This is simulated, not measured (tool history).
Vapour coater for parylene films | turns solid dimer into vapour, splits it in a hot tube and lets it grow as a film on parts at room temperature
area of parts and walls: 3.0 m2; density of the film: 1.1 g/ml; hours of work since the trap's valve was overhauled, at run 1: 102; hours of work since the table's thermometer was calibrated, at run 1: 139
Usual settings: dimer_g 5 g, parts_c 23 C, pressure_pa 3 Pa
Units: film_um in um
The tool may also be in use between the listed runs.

| run | hour | dimer_g | parts_c | pressure_pa | hours of work since the trap's valve was overhauled | hours of work since the table's thermometer was calibrated | film_um |
|---|---|---|---|---|---|---|---|
| 1 | 0 | 5 | 23 | 3 | 102 | 139 | 1.07 |
| 2 | 10.3 | 5 | 23 | 3 | 108 | 144 | 1.04 |
| 3 | 20.4 | 5 | 23 | 3 | 113 | 150 | 1.08 |
| 4 | 32.6 | 5 | 23 | 9.43 | 120 | 156 | 0.83 |
| 5 | 41.7 | 5 | 23 | 9.43 | 124 | 161 | 0.83 |
| 6 | 58.5 | 5 | 23 | 3 | 133 | 170 | 1.06 |
| 7 | 69.1 | 5 | 23 | 3 | 139 | 176 | 1.07 |
| 8 | 81 | 5 | 23 | 3 | 145 | 182 | 1.06 |
| 9 | 92.1 | 5 | 23 | 3 | 151 | 188 | 1.04 |
| 10 | 110.9 | 5 | 23 | 3 | 161 | 198 | 1.04 |
| 11 | 126.9 | 5 | 23 | 3 | 170 | 207 | 1.05 |
| 12 | 143.5 | 5 | 23 | 3 | 179 | 215 | 1.05 |
| 13 | 160.3 | 5 | 23 | 3 | 188 | 224 | 1.04 |
| 14 | 171.3 | 5 | 23 | 3 | 194 | 230 | 1.02 |
| 15 | 190 | 2 | 25 | 4.36 | 204 | 240 | 0.35 |
| 16 | 201 | 2 | 28 | 4.36 | 210 | 246 | 0.29 |
| 17 | 211.1 | 6 | 25 | 6.5 | 215 | 252 | 0.99 |
|  | 216.1 | trap's valve overhauled |
| 18 | 234.1 | 6 | 25 | 6.5 | 10 | 262 | 0.93 |
| 19 | 242.2 | 6 | 25 | 6.5 | 14 | 266 | 0.93 |
| 20 | 261.4 | 3 | 33 | 3 | 24 | 276 | 0.38 |
|  | 267.2 | trap's valve overhauled, once more |
| 21 | 278.6 | 7 | 33 | 8 | 6 | 284 | 0.77 |
| 22 | 298.6 | 3 | 26 | 5.25 | 17 | 294 | 0.5 |
| 23 | 317.5 | 3 | 22 | 2.93 | 27 | 304 | 0.68 |
| 24 | 337.2 | 3 | 22 | 2.93 | 37 | 315 | 0.67 |
| 25 | 356.2 | 3 | 15 | 5.98 | 48 | 325 | 0.8 |
| 26 | 373.1 | 3 | 27 | 2.98 | 57 | 334 | 0.55 |
| 27 | 385.9 | 8 | 17 | 8.97 | 64 | 341 | 1.78 |

Some steps in film_um between neighbouring runs. How much of each would the tool show without its hidden state too (settings, what came in, random variation), and how much is left for the hidden state, with any gauge scatter that isn't in both results?
The hidden state here: vapour lost through the trap's worn valve, %; true temperature of the parts over the reading, C; drift of the gauge itself on film_um, %.
Run 14 -> 15: dimer_g 5 -> 2, parts_c 23 -> 25, pressure_pa 3 -> 4.36. film_um -0.67 um: hidden state +0.05, all else -0.72.
Run 16 -> 17: dimer_g 2 -> 6, parts_c 28 -> 25, pressure_pa 4.36 -> 6.5. film_um +0.7 um: hidden state -0.04, all else +0.74.
Run 19 -> 20: dimer_g 6 -> 3, parts_c 25 -> 33, pressure_pa 6.5 -> 3. film_um -0.55 um: hidden state +0.06, all else -0.61.
Run 26 -> 27: dimer_g 3 -> 8, parts_c 27 -> 17, pressure_pa 2.98 -> 8.97. film_um +1.23 um: hidden state -0.05, all else +1.28.
